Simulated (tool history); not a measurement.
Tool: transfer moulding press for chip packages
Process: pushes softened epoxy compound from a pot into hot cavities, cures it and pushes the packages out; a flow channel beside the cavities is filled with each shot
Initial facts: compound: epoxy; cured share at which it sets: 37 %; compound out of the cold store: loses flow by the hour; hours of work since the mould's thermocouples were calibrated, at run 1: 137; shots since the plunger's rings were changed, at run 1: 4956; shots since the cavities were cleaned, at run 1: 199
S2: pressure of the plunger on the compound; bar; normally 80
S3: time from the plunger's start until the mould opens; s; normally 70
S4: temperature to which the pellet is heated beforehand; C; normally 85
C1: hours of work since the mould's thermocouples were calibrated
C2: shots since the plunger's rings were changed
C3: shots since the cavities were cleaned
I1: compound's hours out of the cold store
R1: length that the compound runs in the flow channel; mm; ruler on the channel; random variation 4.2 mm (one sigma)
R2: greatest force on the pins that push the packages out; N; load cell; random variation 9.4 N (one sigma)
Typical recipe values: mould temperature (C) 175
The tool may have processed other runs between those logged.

Run 1, hour 0: usual settings; C1 137; C2 4956; C3 199; I1 27.7. Result: R1 671 mm, R2 520 N.
At hour 45.4: cavities cleaned with cleaning compound and waxed.
Run 2, hour 61.9: usual settings; C1 179; C2 5937; C3 267; I1 32.1. Result: R1 636 mm, R2 527 N.
At hour 76.5: plunger's sealing rings changed.
At hour 108.9: cavities cleaned with cleaning compound and waxed.
Run 3, hour 124: usual settings; C1 221; C2 748; C3 246; I1 17.3. Result: R1 756 mm, R2 549 N.
Run 4, hour 161.9: usual settings; C1 247; C2 1363; C3 861; I1 30.5. Result: R1 695 mm, R2 675 N.
At hour 169.4: cavities cleaned with cleaning compound and waxed.
Run 5, hour 212.4: usual settings but mould temperature (C) 181; C1 282; C2 2159; C3 699; I1 21.7. Result: R1 704 mm, R2 623 N.
At hour 227.3: cavities cleaned with cleaning compound and waxed.
Run 6, hour 245: usual settings but mould temperature (C) 181; C1 304; C2 2665; C3 288; I1 14.6. Result: R1 732 mm, R2 529 N.
At hour 285.7: cavities cleaned with cleaning compound and waxed.
Run 7, hour 306.5: usual settings but mould temperature (C) 181; C1 346; C2 3640; C3 339; I1 45.1. Result: R1 607 mm, R2 519 N.
At hour 343.4: cavities cleaned with cleaning compound and waxed.
Run 8, hour 363.2: usual settings; C1 385; C2 4537; C3 322; I1 28.5. Result: R1 670 mm, R2 542 N.
At hour 404.8: cavities cleaned with cleaning compound and waxed.
Run 9, hour 426: usual settings; C1 429; C2 5532; C3 343; I1 29.1. Result: R1 653 mm, R2 553 N.
At hour 464: plunger's sealing rings changed.
At hour 465.5: cavities cleaned with cleaning compound and waxed.
Run 10, hour 465.5: usual settings but S4 78 C; C1 454; C2 0; C3 0; I1 12.3. Result: R1 782 mm, R2 439 N.
At hour 487.5: mould's thermocouples calibrated.
Run 11, hour 493.4: usual settings but S2 79.5 bar; C1 4; C2 422; C3 422; I1 9.4. Result: R1 790 mm, R2 579 N.
At hour 527.6: cavities cleaned with cleaning compound and waxed.
Run 12, hour 534.3: usual settings but S2 79.5 bar; C1 32; C2 1061; C3 108; I1 47.7. Result: R1 617 mm, R2 480 N.
At hour 585.3: cavities cleaned with cleaning compound and waxed.
Run 13, hour 588.6: usual settings but S3 68 s; C1 69; C2 1919; C3 52; I1 30.2. Result: R1 693 mm, R2 475 N.
Run 14, hour 618.4: usual settings but S4 95 C; C1 90; C2 2404; C3 537; I1 30.5. Result: R1 690 mm, R2 595 N.
At hour 648.2: cavities cleaned with cleaning compound and waxed.
Run 15, hour 664.9: usual settings but mould temperature (C) 173, S2 97.9 bar, S4 95 C; C1 122; C2 3135; C3 272; I1 37.6. Result: R1 722 mm, R2 563 N.
Run 16, hour 702.1: usual settings but mould temperature (C) 173, S2 97.9 bar, S4 95 C; C1 149; C2 3739; C3 876; I1 9.6. Result: R1 835 mm, R2 752 N.
At hour 707.6: cavities cleaned with cleaning compound and waxed.
Run 17, hour 759.3: usual settings but mould temperature (C) 173, S2 97.9 bar, S3 101 s, S4 95 C; C1 188; C2 4644; C3 840; I1 45.9. Result: R1 673 mm, R2 614 N.
At hour 769.3: cavities cleaned with cleaning compound and waxed.
Run 18, hour 791.3: usual settings but mould temperature (C) 171, S2 71.9 bar, S3 77 s, S4 77 C; C1 209; C2 5140; C3 357; I1 15.5. Result: R1 687 mm, R2 609 N.
At hour 826.8: cavities cleaned with cleaning compound and waxed.
Run 19, hour 835.1: usual settings but mould temperature (C) 171, S2 71.9 bar, S3 77 s, S4 77 C; C1 239; C2 5828; C3 135; I1 21.4. Result: R1 649 mm, R2 505 N.

What will run 20 give?
At hour 855.3: plunger's sealing rings changed.
Run 20, hour 865.3: usual settings but mould temperature (C) 179; C1 259; C2 163; C3 585; I1 21.2. Result: R1 ?, R2 ?.

{"run 20": {"R1": 745, "R2": 585}}
The same run, on a tool lacking any hidden state, would have yielded R1 749 mm, R2 398 N.
